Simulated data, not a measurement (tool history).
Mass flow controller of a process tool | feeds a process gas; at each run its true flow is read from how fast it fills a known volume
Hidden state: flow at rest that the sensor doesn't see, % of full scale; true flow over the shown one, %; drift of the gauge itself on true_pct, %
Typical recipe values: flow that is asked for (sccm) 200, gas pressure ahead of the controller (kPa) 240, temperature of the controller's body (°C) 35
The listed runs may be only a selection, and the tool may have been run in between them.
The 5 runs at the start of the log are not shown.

run    hour  flow that is asked for (sccm)  gas pressure ahead of the controller (kPa)  temperature of the controller's body (°C)  hours of work since the controller was set to zero  hours of work since the controller was changed  true flow (%)
  6   643.0                            200                                         240                                         35                                                3037                                            3037          95.53
  7   708.0                            200                                         240                                         35                                                3078                                            3078          95.55
  8   822.7                            200                                         240                                         35                                                3152                                            3152          95.53
  9   939.8                            200                                         240                                         37                                                3227                                            3227          95.42
 10  1006.1                            200                                         240                                         37                                                3270                                            3270          95.53
 11  1120.2                            200                                         240                                         37                                                3343                                            3343          95.30
 12  1245.0                            200                                         215                                         35                                                3423                                            3423          94.96
 13  1367.2                            200                                         215                                         35                                                3502                                            3502          95.02
 14  1486.6                            200                                         215                                         35                                                3579                                            3579          94.80
 15  1553.2                            200                                         215                                         35                                                3621                                            3621          94.81
 16  1705.7                            200                                         215                                         35                                                3720                                            3720          94.58
 17  1834.3                            200                                         215                                         35                                                3802                                            3802          94.63
 18  1954.2                            135                                         240                                         35                                                3879                                            3879          92.63
 19  2038.2                             78                                         174                                         30                                                3933                                            3933          88.01
     2180.4  -- controller's zero set anew
 20  2180.4                             99                                         240                                         23                                                   0                                            4024          97.18

What does the tool deliver on the next run?
 21  2249.0                            225                                         221                                         35                                                  44                                            4068              ?

{"run 21": {"true flow (%)": 97.81}}
Take away the tool's hidden state, keep the run-to-run variation as it was, and the same run would have given true flow (%) 98.96.
